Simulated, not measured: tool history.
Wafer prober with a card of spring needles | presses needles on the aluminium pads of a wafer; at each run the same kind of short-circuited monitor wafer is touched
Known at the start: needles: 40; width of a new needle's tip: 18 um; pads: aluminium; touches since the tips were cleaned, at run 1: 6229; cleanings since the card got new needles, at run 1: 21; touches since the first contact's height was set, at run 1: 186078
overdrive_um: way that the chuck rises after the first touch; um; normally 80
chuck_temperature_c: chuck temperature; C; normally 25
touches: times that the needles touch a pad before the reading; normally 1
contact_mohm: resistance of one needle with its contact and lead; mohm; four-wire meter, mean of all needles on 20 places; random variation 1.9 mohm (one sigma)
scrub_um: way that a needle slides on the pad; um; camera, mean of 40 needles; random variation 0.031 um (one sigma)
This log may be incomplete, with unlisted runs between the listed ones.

run,hour,overdrive_um,chuck_temperature_c,touches,touches since the tips were cleaned,cleanings since the card got new needles,touches since the first contact's height was set,contact_mohm,scrub_um
1,0,80,25,1,6229,21,186078,224,17.2
# hour 8.5: tips cleaned on abrasive film
2,32.7,80,25,1,3761,22,191141,220,17.23
# hour 57.4: tips cleaned on abrasive film
3,65.9,80,94,1,1327,23,196288,221,17.16
# hour 104.2: tips cleaned on abrasive film
4,124.9,80,25,1,3210,24,205443,215,17.19
# hour 151.5: tips cleaned on abrasive film
5,157.4,80,35,1,909,25,210478,204,17.17
# hour 200.2: tips cleaned on abrasive film
# hour 220.1: height of the first contact set anew
6,220.5,80,45,1,3108,26,64,218,17.61
# hour 248.5: tips cleaned on abrasive film
7,282.4,68,25,1,5270,27,9671,229,14.89
# hour 294.5: tips cleaned on abrasive film
8,324,68,25,1,4579,28,16122,226,14.93
# hour 344.4: tips cleaned on abrasive film
9,368.3,68,25,1,3707,29,22991,223,14.91
# hour 391.1: tips cleaned on abrasive film
10,414.5,80,25,1,3629,30,30155,217,17.52
# hour 440.6: tips cleaned on abrasive film
11,464.4,80,25,1,3700,31,37898,216,17.52
# hour 488.1: tips cleaned on abrasive film
12,497.5,80,25,1,1464,32,43025,207,17.58
13,529.6,80,25,1,6449,32,48010,222,17.48
# hour 534.7: tips cleaned on abrasive film
14,557.5,80,25,1,3557,33,52340,215,17.48
# hour 583: tips cleaned on abrasive film
15,603.6,80,25,1,3201,34,59488,214,17.43
# hour 629.2: tips cleaned on abrasive film
16,655.8,80,25,1,4128,35,67574,214,17.45
# hour 677.9: tips cleaned on abrasive film
17,707.4,80,25,1,4587,36,75591,217,17.34
# hour 724.8: tips cleaned on abrasive film
18,742.1,80,25,1,2678,37,80959,212,17.34
# hour 773.2: tips cleaned on abrasive film
19,800.6,82,25,1,4260,38,90036,216,17.75
# hour 821: tips cleaned on abrasive film
20,860.4,95,76,1,6117,39,99310,223,20.65
# hour 871.3: tips cleaned on abrasive film
# hour 917.7: tips cleaned on abrasive film
21,923.6,95,76,1,915,41,109105,211,20.56
# hour 965: tips cleaned on abrasive film
22,980,63,60,2,2338,42,117859,221,13.58
# hour 1012.4: tips cleaned on abrasive film
23,1028.9,61,107,3,2563,43,125448,227,13.08
# hour 1060.8: tips cleaned on abrasive film
24,1072.7,61,107,3,1843,44,132235,225,13.15
# hour 1110.1: tips cleaned on abrasive film
25,1112.5,75,71,1,364,45,138400,213,16.15
26,1142.3,91,52,1,5005,45,143041,220,19.62
# hour 1161.3: tips cleaned on abrasive film
27,1178.4,63,109,1,2668,46,148634,240,13.48
# hour 1208.5: tips cleaned on abrasive film
28,1212.1,63,109,1,558,47,153854,228,13.47
# hour 1259.3: tips cleaned on abrasive film
29,1270.6,63,109,1,1760,48,162935,234,13.41
# hour 1306.5: tips cleaned on abrasive film
30,1306.5,96,42,1,0,49,168489,200,20.71

For run 31, what comes out?
31,1343.2,90,72,1,5715,49,174204,?,?

contact_mohm: 227 mohm
scrub_um: 19.36 um
On a tool with no hidden condition, and with the same random variation, this run would have come out at contact_mohm 205 mohm, scrub_um 19.79 um.
